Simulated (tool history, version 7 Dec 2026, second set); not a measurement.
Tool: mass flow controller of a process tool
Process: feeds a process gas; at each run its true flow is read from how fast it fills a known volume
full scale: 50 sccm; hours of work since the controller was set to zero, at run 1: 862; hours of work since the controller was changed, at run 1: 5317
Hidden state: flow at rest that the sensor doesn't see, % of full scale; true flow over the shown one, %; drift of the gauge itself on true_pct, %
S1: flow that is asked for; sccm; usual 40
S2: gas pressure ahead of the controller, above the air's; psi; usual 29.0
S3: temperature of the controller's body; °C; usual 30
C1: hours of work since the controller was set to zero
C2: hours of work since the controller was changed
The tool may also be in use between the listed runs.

{"run": 1, "hour": 0.0, "S1": 40, "S2": 29.0, "S3": 30, "C1": 862, "C2": 5317, "true flow (%)": 96.68}
{"run": 2, "hour": 220.2, "S1": 35, "S2": 29.0, "S3": 30, "C1": 961, "C2": 5416, "true flow (%)": 96.28}
{"run": 3, "hour": 424.2, "S1": 40, "S2": 29.0, "S3": 30, "C1": 1053, "C2": 5509, "true flow (%)": 96.67}
{"run": 4, "hour": 670.8, "S1": 40, "S2": 29.0, "S3": 30, "C1": 1165, "C2": 5620, "true flow (%)": 96.59}
{"run": 5, "hour": 882.3, "S1": 40, "S2": 29.0, "S3": 27, "C1": 1260, "C2": 5716, "true flow (%)": 96.69}
{"run": 6, "hour": 1173.2, "S1": 40, "S2": 29.0, "S3": 32, "C1": 1392, "C2": 5847, "true flow (%)": 96.22}
{"run": 7, "hour": 1432.5, "S1": 40, "S2": 29.0, "S3": 32, "C1": 1509, "C2": 5964, "true flow (%)": 96.39}
{"run": 8, "hour": 1639.8, "S1": 40, "S2": 29.0, "S3": 30, "C1": 1603, "C2": 6058, "true flow (%)": 96.3}
{"run": 9, "hour": 1850.4, "S1": 40, "S2": 29.0, "S3": 30, "C1": 1698, "C2": 6153, "true flow (%)": 96.28}
{"run": 10, "hour": 2067.0, "S1": 21, "S2": 29.0, "S3": 30, "C1": 1796, "C2": 6251, "true flow (%)": 94.85}
{"run": 11, "hour": 2304.6, "S1": 21, "S2": 29.0, "S3": 30, "C1": 1904, "C2": 6359, "true flow (%)": 94.73}
{"run": 12, "hour": 2461.2, "S1": 21, "S2": 29.0, "S3": 30, "C1": 1974, "C2": 6430, "true flow (%)": 94.82}
{"run": 13, "hour": 2611.3, "S1": 21, "S2": 29.0, "S3": 30, "C1": 2042, "C2": 6497, "true flow (%)": 94.77}
{"run": 14, "hour": 2796.0, "S1": 21, "S2": 29.0, "S3": 30, "C1": 2126, "C2": 6581, "true flow (%)": 94.8}
{"run": 15, "hour": 2955.2, "S1": 40, "S2": 29.0, "S3": 33, "C1": 2198, "C2": 6653, "true flow (%)": 95.84}
{"run": 16, "hour": 3116.4, "S1": 40, "S2": 29.0, "S3": 33, "C1": 2271, "C2": 6726, "true flow (%)": 95.87}
{"run": 17, "hour": 3320.6, "S1": 40, "S2": 29.0, "S3": 33, "C1": 2363, "C2": 6818, "true flow (%)": 95.68}
{"run": 18, "hour": 3644.9, "S1": 40, "S2": 29.0, "S3": 33, "C1": 2510, "C2": 6965, "true flow (%)": 95.78}
{"run": 19, "hour": 3883.3, "S1": 40, "S2": 29.0, "S3": 33, "C1": 2617, "C2": 7073, "true flow (%)": 95.57}
{"run": 20, "hour": 4100.2, "S1": 15, "S2": 27.7, "S3": 26, "C1": 2715, "C2": 7171, "true flow (%)": 94.09}
{"run": 21, "hour": 4442.3, "S1": 24, "S2": 32.3, "S3": 39, "C1": 2870, "C2": 7325, "true flow (%)": 93.99}
{"run": 22, "hour": 4737.6, "S1": 24, "S2": 32.3, "S3": 39, "C1": 3004, "C2": 7459, "true flow (%)": 93.74}
{"run": 23, "hour": 4879.1, "S1": 24, "S2": 32.3, "S3": 39, "C1": 3068, "C2": 7523, "true flow (%)": 93.71}
{"run": 24, "hour": 5205.4, "S1": 8, "S2": 32.3, "S3": 26, "C1": 3215, "C2": 7670, "true flow (%)": 92.3}
{"run": 25, "hour": 5523.8, "S1": 6, "S2": 29.0, "S3": 26, "C1": 3359, "C2": 7814, "true flow (%)": 91.53}
{"hour": 5541.4, "done": "controller's zero set anew"}
{"run": 26, "hour": 5696.2, "S1": 6, "S2": 29.0, "S3": 26, "C1": 70, "C2": 7892, "true flow (%)": 91.12}
{"run": 27, "hour": 5947.0, "S1": 6, "S2": 29.0, "S3": 26, "C1": 183, "C2": 8005, "true flow (%)": 91.04}
{"run": 28, "hour": 6152.0, "S1": 12, "S2": 28.9, "S3": 24, "C1": 276, "C2": 8098, "true flow (%)": 92.91}
{"run": 29, "hour": 6329.3, "S1": 12, "S2": 28.9, "S3": 24, "C1": 356, "C2": 8178, "true flow (%)": 92.73}
{"run": 30, "hour": 6477.4, "S1": 26, "S2": 21.3, "S3": 23, "C1": 423, "C2": 8245, "true flow (%)": 94.56}
{"run": 31, "hour": 6803.0, "S1": 26, "S2": 31.6, "S3": 28, "C1": 570, "C2": 8392, "true flow (%)": 93.89}
{"run": 32, "hour": 7028.1, "S1": 28, "S2": 27.7, "S3": 32, "C1": 672, "C2": 8494, "true flow (%)": 93.98}
{"hour": 7045.7, "done": "controller's zero set anew, once more"}
{"run": 33, "hour": 7324.1, "S1": 28, "S2": 27.7, "S3": 32, "C1": 126, "C2": 8628, "true flow (%)": 94.61}
{"run": 34, "hour": 7572.6, "S1": 40, "S2": 21.3, "S3": 30, "C1": 238, "C2": 8740, "true flow (%)": 95.56}

Forecast run 35:
{"run": 35, "hour": 7869.9, "S1": 40, "S2": 29.0, "S3": 26, "C1": 373, "C2": 8875, "true flow (%)": "?"}

true flow (%): 95.47
Without the tool's hidden state the same run would have given true flow (%) 99.49.
